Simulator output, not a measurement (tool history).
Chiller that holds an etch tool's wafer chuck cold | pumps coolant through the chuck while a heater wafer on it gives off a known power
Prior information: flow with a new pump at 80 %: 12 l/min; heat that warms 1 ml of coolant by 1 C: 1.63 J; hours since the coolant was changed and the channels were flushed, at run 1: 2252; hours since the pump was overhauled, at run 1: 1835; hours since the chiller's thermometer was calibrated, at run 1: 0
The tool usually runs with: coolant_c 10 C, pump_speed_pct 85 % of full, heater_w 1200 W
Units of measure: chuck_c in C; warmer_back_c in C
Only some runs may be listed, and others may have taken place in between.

| run | hour | coolant_c | pump_speed_pct | heater_w | hours since the coolant was changed and the channels were flushed | hours since the pump was overhauled | hours since the chiller's thermometer was calibrated | chuck_c | warmer_back_c |
|---|---|---|---|---|---|---|---|---|---|
| 1 | 0.0 | 10 | 85 | 1200 | 2252 | 1835 | 0 | 18.7 | 3.49 |
| 2 | 113.9 | 10 | 85 | 1200 | 2366 | 1949 | 114 | 18.7 | 3.40 |
| 3 | 206.5 | 10 | 85 | 1200 | 2458 | 2042 | 206 | 18.6 | 3.48 |
| 4 | 335.7 | 10 | 89 | 1200 | 2588 | 2171 | 336 | 18.4 | 3.32 |
| 5 | 406.5 | 10 | 85 | 1200 | 2658 | 2242 | 406 | 18.7 | 3.44 |
| 6 | 552.4 | 10 | 85 | 1200 | 2804 | 2388 | 552 | 18.7 | 3.50 |
| 7 | 699.3 | 10 | 85 | 1200 | 2951 | 2535 | 699 | 18.5 | 3.49 |
| 8 | 855.9 | 10 | 85 | 1200 | 3108 | 2691 | 856 | 18.5 | 3.47 |
| 9 | 1024.4 | 10 | 85 | 1200 | 3276 | 2860 | 1024 | 18.7 | 3.45 |
| 10 | 1162.3 | 10 | 85 | 1200 | 3414 | 2997 | 1162 | 18.7 | 3.50 |
| 11 | 1269.9 | 20 | 85 | 1200 | 3522 | 3105 | 1270 | 28.6 | 3.48 |
| 12 | 1358.3 | 3 | 85 | 1200 | 3610 | 3193 | 1358 | 11.5 | 3.45 |
| 13 | 1444.4 | 18 | 85 | 1200 | 3696 | 3280 | 1444 | 26.8 | 3.51 |
| 14 | 1548.7 | 18 | 80 | 1032 | 3801 | 3384 | 1549 | 25.8 | 3.18 |
| 15 | 1652.3 | 18 | 80 | 787 | 3904 | 3488 | 1652 | 23.9 | 2.44 |
| 16 | 1757.8 | 14 | 85 | 1553 | 4010 | 3593 | 1758 | 25.2 | 4.47 |
| 17 | 1884.3 | 17 | 72 | 813 | 4136 | 3720 | 1884 | 23.6 | 2.70 |
| 18 | 1996.5 | 10 | 64 | 955 | 4248 | 3832 | 1997 | 18.5 | 3.66 |
| 19 | 2164.6 | 14 | 84 | 846 | 4416 | 4000 | 2165 | 20.1 | 2.48 |
| 20 | 2309.9 | 14 | 84 | 846 | 4562 | 4145 | 2310 | 20.0 | 2.47 |
| 21 | 2387.4 | 7 | 98 | 1460 | 4639 | 4223 | 2387 | 16.5 | 3.68 |

For run 22, what comes out?
| 22 | 2487.9 | 7 | 98 | 1460 | 4740 | 4323 | 2488 | ? | ? |

chuck_c: 16.2 C
warmer_back_c: 3.72 C
With the hidden condition absent and the run-to-run variation left alone, this run would have shown chuck_c 16.2 C, warmer_back_c 3.72 C.

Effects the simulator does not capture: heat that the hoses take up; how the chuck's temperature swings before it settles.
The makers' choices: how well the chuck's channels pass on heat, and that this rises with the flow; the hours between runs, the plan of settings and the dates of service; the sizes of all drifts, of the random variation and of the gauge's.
